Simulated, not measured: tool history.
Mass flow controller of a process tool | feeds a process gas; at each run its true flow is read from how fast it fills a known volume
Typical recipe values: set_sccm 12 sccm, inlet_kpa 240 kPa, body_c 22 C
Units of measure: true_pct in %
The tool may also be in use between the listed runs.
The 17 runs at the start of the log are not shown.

run 18 hour=960.1 | set_sccm=3 inlet_kpa=240 body_c=22 | true_pct=99.60
run 19 hour=1009.8 | set_sccm=3 inlet_kpa=240 body_c=22 | true_pct=99.48
run 20 hour=1065.6 | set_sccm=3 inlet_kpa=240 body_c=22 | true_pct=99.66
run 21 hour=1103.8 | set_sccm=3 inlet_kpa=240 body_c=22 | true_pct=99.55
run 22 hour=1160.8 | set_sccm=3 inlet_kpa=240 body_c=22 | true_pct=99.62
run 23 hour=1212.2 | set_sccm=4 inlet_kpa=146 body_c=22 | true_pct=98.93
run 24 hour=1279.9 | set_sccm=4 inlet_kpa=146 body_c=22 | true_pct=98.95
run 25 hour=1358.2 | set_sccm=11 inlet_kpa=199 body_c=22 | true_pct=99.51
run 26 hour=1436.7 | set_sccm=11 inlet_kpa=199 body_c=22 | true_pct=99.54
run 27 hour=1472.0 | set_sccm=12 inlet_kpa=240 body_c=38 | true_pct=100.41
run 28 hour=1510.6 | set_sccm=12 inlet_kpa=240 body_c=38 | true_pct=100.34
run 29 hour=1583.2 | set_sccm=12 inlet_kpa=240 body_c=38 | true_pct=100.44
run 30 hour=1658.6 | set_sccm=12 inlet_kpa=240 body_c=38 | true_pct=100.36
run 31 hour=1728.2 | set_sccm=9 inlet_kpa=208 body_c=37 | true_pct=99.99
run 32 hour=1780.2 | set_sccm=9 inlet_kpa=208 body_c=37 | true_pct=99.96
run 33 hour=1860.8 | set_sccm=6 inlet_kpa=163 body_c=37 | true_pct=99.65
run 34 hour=1932.4 | set_sccm=6 inlet_kpa=163 body_c=37 | true_pct=99.51
run 35 hour=2004.5 | set_sccm=12 inlet_kpa=144 body_c=20 | true_pct=99.06
run 36 hour=2045.2 | set_sccm=10 inlet_kpa=224 body_c=35 | true_pct=100.19
run 37 hour=2081.8 | set_sccm=4 inlet_kpa=154 body_c=20 | true_pct=98.91
run 38 hour=2156.7 | set_sccm=7 inlet_kpa=191 body_c=39 | true_pct=99.89

Forecast run 39:
run 39 hour=2213.5 | set_sccm=3 inlet_kpa=244 body_c=39 | true_pct=?

{"run 39": {"true_pct": 100.12}}
If the tool had no hidden condition, the same run with the same run-to-run variation would have returned true_pct 100.11 %.

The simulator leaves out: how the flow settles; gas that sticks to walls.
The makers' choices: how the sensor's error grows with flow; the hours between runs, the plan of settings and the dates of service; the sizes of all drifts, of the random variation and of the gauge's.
